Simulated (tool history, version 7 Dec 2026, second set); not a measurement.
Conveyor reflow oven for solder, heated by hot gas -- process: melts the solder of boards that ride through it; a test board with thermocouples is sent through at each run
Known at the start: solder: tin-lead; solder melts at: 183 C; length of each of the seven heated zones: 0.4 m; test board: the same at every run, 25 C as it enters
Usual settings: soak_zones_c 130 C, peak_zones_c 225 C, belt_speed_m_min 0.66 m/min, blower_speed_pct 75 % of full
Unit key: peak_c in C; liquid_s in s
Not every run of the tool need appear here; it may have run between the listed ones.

{"run": 1, "hour": 0.0, "soak_zones_c": 130, "peak_zones_c": 225, "belt_speed_m_min": 0.66, "blower_speed_pct": 75, "peak_c": 203.7, "liquid_s": 38.7}
{"hour": 40.2, "done": "flux residue cleaned out of gas plates and filters"}
{"run": 2, "hour": 61.7, "soak_zones_c": 130, "peak_zones_c": 225, "belt_speed_m_min": 0.66, "blower_speed_pct": 75, "peak_c": 201.9, "liquid_s": 36.5}
{"hour": 71.4, "done": "thermocouples of zones 6 and 7 changed"}
{"run": 3, "hour": 131.5, "soak_zones_c": 130, "peak_zones_c": 225, "belt_speed_m_min": 0.66, "blower_speed_pct": 75, "peak_c": 201.6, "liquid_s": 35.7}
{"run": 4, "hour": 175.5, "soak_zones_c": 130, "peak_zones_c": 225, "belt_speed_m_min": 0.66, "blower_speed_pct": 75, "peak_c": 201, "liquid_s": 35}
{"run": 5, "hour": 233.9, "soak_zones_c": 130, "peak_zones_c": 225, "belt_speed_m_min": 0.66, "blower_speed_pct": 75, "peak_c": 200.7, "liquid_s": 34.3}
{"hour": 252.2, "done": "flux residue cleaned out of gas plates and filters, once more"}
{"run": 6, "hour": 295.8, "soak_zones_c": 130, "peak_zones_c": 225, "belt_speed_m_min": 0.66, "blower_speed_pct": 75, "peak_c": 205.5, "liquid_s": 41.4}
{"run": 7, "hour": 345.3, "soak_zones_c": 130, "peak_zones_c": 225, "belt_speed_m_min": 0.66, "blower_speed_pct": 75, "peak_c": 205, "liquid_s": 41}
{"run": 8, "hour": 403.3, "soak_zones_c": 130, "peak_zones_c": 225, "belt_speed_m_min": 0.66, "blower_speed_pct": 75, "peak_c": 204.7, "liquid_s": 40.1}
{"run": 9, "hour": 483.8, "soak_zones_c": 130, "peak_zones_c": 225, "belt_speed_m_min": 0.771, "blower_speed_pct": 75, "peak_c": 198, "liquid_s": 25.6}
{"hour": 506.9, "done": "belt drive overhauled, speed set with a stopwatch"}
{"run": 10, "hour": 534.1, "soak_zones_c": 130, "peak_zones_c": 225, "belt_speed_m_min": 0.66, "blower_speed_pct": 75, "peak_c": 203.3, "liquid_s": 37.3}
{"hour": 573.2, "done": "flux residue cleaned out of gas plates and filters"}
{"run": 11, "hour": 591.7, "soak_zones_c": 130, "peak_zones_c": 225, "belt_speed_m_min": 0.66, "blower_speed_pct": 75, "peak_c": 205, "liquid_s": 40.3}
{"run": 12, "hour": 635.4, "soak_zones_c": 130, "peak_zones_c": 225, "belt_speed_m_min": 0.66, "blower_speed_pct": 75, "peak_c": 204.6, "liquid_s": 39.7}
{"run": 13, "hour": 695.4, "soak_zones_c": 130, "peak_zones_c": 225, "belt_speed_m_min": 0.66, "blower_speed_pct": 75, "peak_c": 204.2, "liquid_s": 39.1}
{"run": 14, "hour": 740.3, "soak_zones_c": 130, "peak_zones_c": 225, "belt_speed_m_min": 0.66, "blower_speed_pct": 75, "peak_c": 203.4, "liquid_s": 38.6}
{"run": 15, "hour": 815.3, "soak_zones_c": 130, "peak_zones_c": 225, "belt_speed_m_min": 0.66, "blower_speed_pct": 75, "peak_c": 202.8, "liquid_s": 37.6}
{"hour": 891.0, "done": "flux residue cleaned out of gas plates and filters"}
{"hour": 900.4, "done": "thermocouples of zones 6 and 7 changed"}
{"run": 16, "hour": 900.7, "soak_zones_c": 130, "peak_zones_c": 225, "belt_speed_m_min": 0.66, "blower_speed_pct": 75, "peak_c": 206.3, "liquid_s": 41.9}
{"run": 17, "hour": 946.0, "soak_zones_c": 121, "peak_zones_c": 234, "belt_speed_m_min": 0.66, "blower_speed_pct": 54, "peak_c": 206.4, "liquid_s": 37.8}
{"run": 18, "hour": 1014.7, "soak_zones_c": 130, "peak_zones_c": 235, "belt_speed_m_min": 0.629, "blower_speed_pct": 75, "peak_c": 215.6, "liquid_s": 52.7}
{"run": 19, "hour": 1075.7, "soak_zones_c": 130, "peak_zones_c": 235, "belt_speed_m_min": 0.629, "blower_speed_pct": 75, "peak_c": 215, "liquid_s": 52.3}
{"run": 20, "hour": 1137.2, "soak_zones_c": 130, "peak_zones_c": 235, "belt_speed_m_min": 0.629, "blower_speed_pct": 75, "peak_c": 214.1, "liquid_s": 51.9}
{"hour": 1207.7, "done": "flux residue cleaned out of gas plates and filters"}
{"run": 21, "hour": 1220.6, "soak_zones_c": 132, "peak_zones_c": 235, "belt_speed_m_min": 0.629, "blower_speed_pct": 90, "peak_c": 219.2, "liquid_s": 57.4}
{"run": 22, "hour": 1294.2, "soak_zones_c": 132, "peak_zones_c": 235, "belt_speed_m_min": 0.629, "blower_speed_pct": 90, "peak_c": 218.4, "liquid_s": 56.6}
{"run": 23, "hour": 1344.5, "soak_zones_c": 139, "peak_zones_c": 235, "belt_speed_m_min": 0.558, "blower_speed_pct": 90, "peak_c": 222.4, "liquid_s": 70.5}
{"run": 24, "hour": 1390.8, "soak_zones_c": 131, "peak_zones_c": 221, "belt_speed_m_min": 0.558, "blower_speed_pct": 90, "peak_c": 208.6, "liquid_s": 55.5}
{"run": 25, "hour": 1429.9, "soak_zones_c": 130, "peak_zones_c": 225, "belt_speed_m_min": 0.66, "blower_speed_pct": 53, "peak_c": 199.5, "liquid_s": 32.6}
{"hour": 1452.8, "done": "belt drive overhauled, speed set with a stopwatch"}
{"run": 26, "hour": 1512.4, "soak_zones_c": 129, "peak_zones_c": 225, "belt_speed_m_min": 0.66, "blower_speed_pct": 52, "peak_c": 197.8, "liquid_s": 29.2}
{"hour": 1530.5, "done": "flux residue cleaned out of gas plates and filters"}
{"run": 27, "hour": 1598.8, "soak_zones_c": 129, "peak_zones_c": 222, "belt_speed_m_min": 0.66, "blower_speed_pct": 52, "peak_c": 196.9, "liquid_s": 28.7}
{"run": 28, "hour": 1662.6, "soak_zones_c": 126, "peak_zones_c": 225, "belt_speed_m_min": 0.71, "blower_speed_pct": 75, "peak_c": 200.8, "liquid_s": 31.1}
{"run": 29, "hour": 1710.5, "soak_zones_c": 126, "peak_zones_c": 225, "belt_speed_m_min": 0.71, "blower_speed_pct": 75, "peak_c": 200.3, "liquid_s": 30.8}

Below are 5 alternative next runs, each starting from the tool's condition after run 29. Predict each:
{"hour": 1722.8, "done": "thermocouples of zones 6 and 7 changed"}
{"run": "A", "hour": 1761.8, "soak_zones_c": 130, "peak_zones_c": 225, "belt_speed_m_min": 0.616, "blower_speed_pct": 75, "peak_c": "?", "liquid_s": "?"}
{"hour": 1722.8, "done": "thermocouples of zones 6 and 7 changed"}
{"run": "B", "hour": 1761.8, "soak_zones_c": 143, "peak_zones_c": 223, "belt_speed_m_min": 0.702, "blower_speed_pct": 75, "peak_c": "?", "liquid_s": "?"}
{"hour": 1722.8, "done": "thermocouples of zones 6 and 7 changed"}
{"run": "C", "hour": 1761.8, "soak_zones_c": 130, "peak_zones_c": 225, "belt_speed_m_min": 0.66, "blower_speed_pct": 67, "peak_c": "?", "liquid_s": "?"}
{"hour": 1722.8, "done": "thermocouples of zones 6 and 7 changed"}
{"run": "D", "hour": 1761.8, "soak_zones_c": 141, "peak_zones_c": 228, "belt_speed_m_min": 0.536, "blower_speed_pct": 75, "peak_c": "?", "liquid_s": "?"}
{"hour": 1722.8, "done": "thermocouples of zones 6 and 7 changed"}
{"run": "E", "hour": 1761.8, "soak_zones_c": 126, "peak_zones_c": 225, "belt_speed_m_min": 0.71, "blower_speed_pct": 60, "peak_c": "?", "liquid_s": "?"}

run=A peak_c=206.4 liquid_s=45.3
run=B peak_c=203.5 liquid_s=39.6
run=C peak_c=202.4 liquid_s=36.8
run=D peak_c=215.1 liquid_s=67.3
run=E peak_c=197.1 liquid_s=25.4
Without the tool's unlogged condition, the same runs would have read:
run=A peak_c=208.3 liquid_s=47.6
run=B peak_c=205.4 liquid_s=42
run=C peak_c=204.4 liquid_s=39.4
run=D peak_c=216.6 liquid_s=68.9
run=E peak_c=199.1 liquid_s=28.3
